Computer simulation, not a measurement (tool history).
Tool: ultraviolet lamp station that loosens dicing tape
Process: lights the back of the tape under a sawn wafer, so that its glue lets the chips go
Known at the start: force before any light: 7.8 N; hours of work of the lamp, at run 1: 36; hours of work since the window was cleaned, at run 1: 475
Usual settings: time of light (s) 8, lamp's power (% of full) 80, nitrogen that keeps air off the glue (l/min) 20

run   hour  time of light (s)  lamp's power (% of full)  nitrogen that keeps air off the glue (l/min)  hours of work of the lamp  hours of work since the window was cleaned  force that peels the tape off (N)  light that reached the tape (mJ/cm²)
  1    0.0                  8                        80                                            20                         36                                         475                              0.523                                   201
  2    6.5                  8                        80                                            20                         41                                         480                              0.528                                   201
  3   15.1                  8                        80                                            20                         48                                         486                              0.523                                   197
  4   19.3                  8                        80                                            20                         51                                         489                              0.527                                   199
  5   25.1                  8                        77                                            20                         55                                         493                              0.559                                   193
  6   29.2                  8                        77                                            20                         58                                         497                              0.562                                   191
  7   36.8                  8                        77                                            20                         64                                         502                              0.574                                   194
  8   45.8                 10                        80                                            20                         70                                         509                              0.348                                   247
  9   50.5                 10                        80                                            20                         74                                         512                              0.361                                   245
 10   55.3                 10                        80                                             8                         78                                         516                              0.590                                   249
 11   63.9                  8                        80                                            29                         84                                         522                              0.454                                   201
 12   69.6                  8                        80                                            29                         88                                         527                              0.443                                   197
 13   77.9                  8                        80                                            29                         94                                         533                              0.464                                   196
 14   82.5                  8                        80                                            29                         98                                         536                              0.467                                   195
 15   90.2                  8                        80                                            29                        104                                         542                              0.474                                   196
 16   97.9                  8                        80                                            20                        109                                         548                              0.548                                   193
 17  105.5                  9                        80                                            20                        115                                         553                              0.437                                   219
 18  114.9                  9                        80                                            20                        122                                         560                              0.426                                   216
 19  124.7                  8                        80                                            20                        129                                         568                              0.564                                   194
 20  133.0                  8                        80                                            20                        135                                         574                              0.560                                   192
     139.3  -- window cleaned of glue's vapour
 21  139.3                  8                        80                                            20                        140                                           0                              0.500                                   202
 22  143.9                 16                        97                                            20                        143                                           3                              0.213                                   499
 23  150.9                  6                        95                                            17                        148                                           9                              0.673                                   183
 24  155.5                  6                        95                                            17                        152                                          12                              0.688                                   186
 25  165.1                 16                        95                                             8                        159                                          19                              0.223                                   478
 26  169.4                  5                        63                                             7                        162                                          22                              2.527                                    99
 27  176.9                  7                        80                                            20                        168                                          28                              0.677                                   181
 28  182.5                  6                        80                                             6                        172                                          32                              1.655                                   154
 29  189.8                  6                        80                                             6                        177                                          38                              1.653                                   148
 30  198.3                 13                        80                                            20                        184                                          44                              0.246                                   328
 31  207.9                 11                        80                                            11                        191                                          51                              0.386                                   275
 32  217.5                 15                        78                                             8                        198                                          58                              0.292                                   363
 33  224.0                  8                        66                                            20                        203                                          63                              0.752                                   166
 34  228.1                  8                        66                                            20                        206                                          66                              0.772                                   164
 35  237.6                  5                       100                                            20                        213                                          73                              0.870                                   157
 36  244.1                  7                        84                                             8                        218                                          78                              1.033                                   184
 37  253.0                  5                        80                                            19                        225                                          85                              1.282                                   121
 38  259.4                  8                        98                                            27                        229                                          90                              0.343                                   243
 39  265.7                 16                        91                                            20                        234                                          94                              0.198                                   451
 40  272.6                  5                        80                                            38                        239                                          99                              1.046                                   124
 41  277.3                 14                        93                                            21                        243                                         103                              0.212                                   400
 42  283.8                 16                        80                                            25                        248                                         108                              0.214                                   396

4 ways to go on from here, each from the tool as it stands after run 42. What would each give?
  A  291.9                 16                        68                                            25                        254                                         114                                  ?                                     ?
  B  291.9                 16                        61                                            25                        254                                         114                                  ?                                     ?
  C  291.9                 12                        80                                            16                        254                                         114                                  ?                                     ?
  D  291.9                  6                        80                                            16                        254                                         114                                  ?                                     ?

run  force that peels the tape off (N)  light that reached the tape (mJ/cm²)
  A                              0.240                                   333
  B                              0.244                                   298
  C                              0.305                                   298
  D                              1.063                                   147
Without the tool's hidden state the same runs would have given:
run  force that peels the tape off (N)  light that reached the tape (mJ/cm²)
  A                              0.229                                   361
  B                              0.226                                   323
  C                              0.274                                   323
  D                              0.918                                   160
